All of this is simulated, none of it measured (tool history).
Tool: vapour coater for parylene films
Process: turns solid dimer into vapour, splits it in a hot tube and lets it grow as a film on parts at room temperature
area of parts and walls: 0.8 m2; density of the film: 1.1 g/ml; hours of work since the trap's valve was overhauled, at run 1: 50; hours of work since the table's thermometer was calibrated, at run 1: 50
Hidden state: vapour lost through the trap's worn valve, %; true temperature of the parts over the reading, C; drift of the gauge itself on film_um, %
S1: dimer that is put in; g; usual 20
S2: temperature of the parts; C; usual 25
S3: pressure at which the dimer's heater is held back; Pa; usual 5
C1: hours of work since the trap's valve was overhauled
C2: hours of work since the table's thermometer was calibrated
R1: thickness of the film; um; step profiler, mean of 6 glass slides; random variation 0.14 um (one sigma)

run     day  S1  S2    S3   C1   C2     R1
  1       0  20  25     5   50   50  16.79
  2   0.525  20  25     5   55   55  16.86
  3   1.388  25  25     5   64   64  20.88
  4   1.767  20  25     5   68   68  16.73
  5   2.271  20  25     5   74   74  16.72
  6   3.004  20  25     5   82   82  16.72
  7   3.425  20  25     5   86   86  16.45
  8   3.942  20  25  2.52   91   91  17.37
  9   4.479  20  25  2.52   97   97   17.4
 10   5.238  20  25  2.52  105  105  17.26
 11   5.771  20  25  2.52  111  111  17.31
 12    6.55  20  25  2.52  119  119  17.39
 13   7.221  20  25  2.52  126  126  17.61
 14   7.946  20  25  2.52  134  134  17.51
 15   8.558  20  25  2.52  140  140  17.06
 16   9.092  20  25  2.52  146  146  17.09
 17   9.942  20  25     5  155  155  16.26
 18  10.521  20  25     5  161  161  15.94
 19  11.346  20  25     5  170  170  15.92
 20  12.046  24  25     5  177  177  19.04
 21  12.775  24  25     5  185  185  19.07
 22  13.429  24  25     5  192  192     19
 23  14.175  24  25     5  200  200  18.78
 24  14.546  24  25     5  203  203  18.84
 25  14.979  24  25     5  208  208  18.74
 26  15.504  21  22  2.63  214  214  18.29
 27  16.008  12  24  2.35  219  219  10.29
 28  16.754  25  31  11.7  227  227   15.9
 29    17.3  34  28     5  233  233  24.99
 30  17.975  20  21  2.22  240  240     18
 31  18.538  20  21  2.22  246  246  18.09
 32   19.05  20  21  2.22  251  251  17.69
     19.154  -- table's thermometer calibrated
     19.392  -- trap's valve overhauled
 33  20.079  21  23   9.5    7    8  17.47
 34    20.7  21  23   9.5   14   15  17.35
 35  21.275  11  36  5.54   20   21   7.42
 36  21.775  10  25     5   25   26   8.43
 37  22.392  25  25  4.43   32   32  21.84
 38  22.908  20  25  3.36   37   38  17.45
 39  23.304  14  21  2.93   41   42  13.46
 40  23.954  14  21  2.93   48   49  13.29
     24.267  -- table's thermometer calibrated, once more
 41  24.754  25  22  8.55   56    5  21.32
 42  25.375  34  25     5   63   12  27.93
 43  26.133  19  35     5   71   20  12.92
 44  26.533  19  35     5   75   24  12.97
 45  27.183  16  19   6.2   82   31  14.78
 46    27.9  13  23  3.17   89   38  11.59

Forecast each of these 3 alternatives for the next run:
  A  28.667  11  25     5  98  47   ?
  B  28.667  13  35  3.17  98  47   ?
  C  28.667  19  23  3.17  98  47   ?

run     R1
  A   9.02
  B   9.09
  C  17.01
Without the tool's hidden state the same runs would have given:
run     R1
  A   9.42
  B   9.51
  C  17.78

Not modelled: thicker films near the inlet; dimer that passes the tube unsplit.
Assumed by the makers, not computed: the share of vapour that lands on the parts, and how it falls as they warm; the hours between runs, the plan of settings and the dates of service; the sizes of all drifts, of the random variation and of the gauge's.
